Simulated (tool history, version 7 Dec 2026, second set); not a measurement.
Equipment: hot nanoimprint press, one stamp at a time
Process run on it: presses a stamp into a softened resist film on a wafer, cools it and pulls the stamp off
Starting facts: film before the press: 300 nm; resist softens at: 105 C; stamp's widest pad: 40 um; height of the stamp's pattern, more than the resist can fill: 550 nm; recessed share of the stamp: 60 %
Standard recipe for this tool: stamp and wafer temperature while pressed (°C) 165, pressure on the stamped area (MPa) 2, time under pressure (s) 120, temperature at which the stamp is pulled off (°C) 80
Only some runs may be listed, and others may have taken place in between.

run	hour	stamp and wafer temperature while pressed (°C)	pressure on the stamped area (MPa)	time under pressure (s)	temperature at which the stamp is pulled off (°C)	resist left under the stamp's widest pad (nm)	greatest force while the stamp is pulled off (N)
1	0	165	2	120	80	145	94
2	29.3	165	2	120	80	145.5	96
3	57.6	166	2	120	80	140.3	94
4	85.5	166	2	120	80	139.9	99
# hour 91.3: plate thermocouple calibrated
5	111.2	165	2	137	80	136.7	101
6	126.1	165	2	137	80	138.1	100
7	151.7	165	2	137	80	137	97
8	176.9	165	2	137	80	136.4	95
# hour 202.7: press's hydraulic seals changed and the load cell set to zero
9	214.8	165	2	137	80	137.1	98
10	229.5	165	2	120	88	144.4	83
11	258.9	164	2	120	80	147.9	96
12	286.1	164	2	120	80	148.8	102
13	310.5	164	2	120	80	148.2	98
14	326.7	164	2	120	80	148.5	97
15	347	164	2	120	80	149.8	97
16	379.2	164	2	187	80	124.9	98
17	393.2	168	2	120	80	126	98
18	424.9	173	2	120	84	104.8	89
19	441.2	162	2.8	127	84	136.5	92
# hour 455.5: gauge calibrated
20	460.6	165	2.82	88	65	142	137
21	489.7	165	2.12	174	80	122.3	100
22	521.7	165	2.12	174	80	122.2	100
23	537.2	162	2.46	144	81	140.4	93
24	558.6	173	2.46	144	84	88.5	91
25	578.3	157	2	103	67	200.6	124
26	600.4	162	2	96	80	174.9	99
27	627	162	2.17	96	74	169.5	109
# hour 652.4: plate thermocouple calibrated
28	661.7	162	1.22	96	74	202.4	109
# hour 673.6: stamp cleaned and given a new release coat
29	697.6	159	2.06	96	74	189.3	109

Below are 3 alternative next runs, each starting from the tool's condition after run 29. Predict each:
A	724.1	159	2.96	105	87	?	?
B	724.1	159	2.45	95	81	?	?
C	724.1	165	1.99	120	80	?	?

run	resist left under the stamp's widest pad (nm)	greatest force while the stamp is pulled off (N)
A	163.3	84
B	179.3	92
C	143.3	94
The same runs, with their run-to-run variation unchanged, on a tool lacking any hidden condition would have given:
run	resist left under the stamp's widest pad (nm)	greatest force while the stamp is pulled off (N)
A	165.8	84
B	182.1	92
C	145.5	94

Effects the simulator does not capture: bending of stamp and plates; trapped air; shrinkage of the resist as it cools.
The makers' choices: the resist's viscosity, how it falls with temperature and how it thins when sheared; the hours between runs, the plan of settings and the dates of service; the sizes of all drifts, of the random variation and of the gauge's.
